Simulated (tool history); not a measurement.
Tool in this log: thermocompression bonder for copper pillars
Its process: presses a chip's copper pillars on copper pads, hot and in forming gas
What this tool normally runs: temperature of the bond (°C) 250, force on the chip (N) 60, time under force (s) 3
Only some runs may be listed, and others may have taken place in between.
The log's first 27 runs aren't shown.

run	hour	temperature of the bond (°C)	force on the chip (N)	time under force (s)	force that shears a chip off (N)
28	204.2	279	53	2	84.6
29	209.6	250	76	3	81.0
30	216.5	250	85	3	85.2
31	223.2	250	42	6	78.9
32	233.0	250	42	6	78.0
33	237.9	250	42	6	78.6
34	245.5	250	69	3	78.1
35	250.9	250	69	3	78.4
36	258.4	250	69	3	77.2
37	267.7	250	69	3	78.9
38	277.7	250	69	3	79.5
39	287.2	245	60	7	89.4
40	292.7	245	45	2	52.1
41	299.5	261	60	3	83.2

Forecast each of these 3 alternatives for the next run:
A	305.3	261	61	3	?
B	305.3	250	76	3	?
C	305.3	237	60	3	?

run	force that shears a chip off (N)
A	83.5
B	81.4
C	62.5
Had the tool no hidden state, the same runs would have come out as:
run	force that shears a chip off (N)
A	83.2
B	81.1
C	62.0
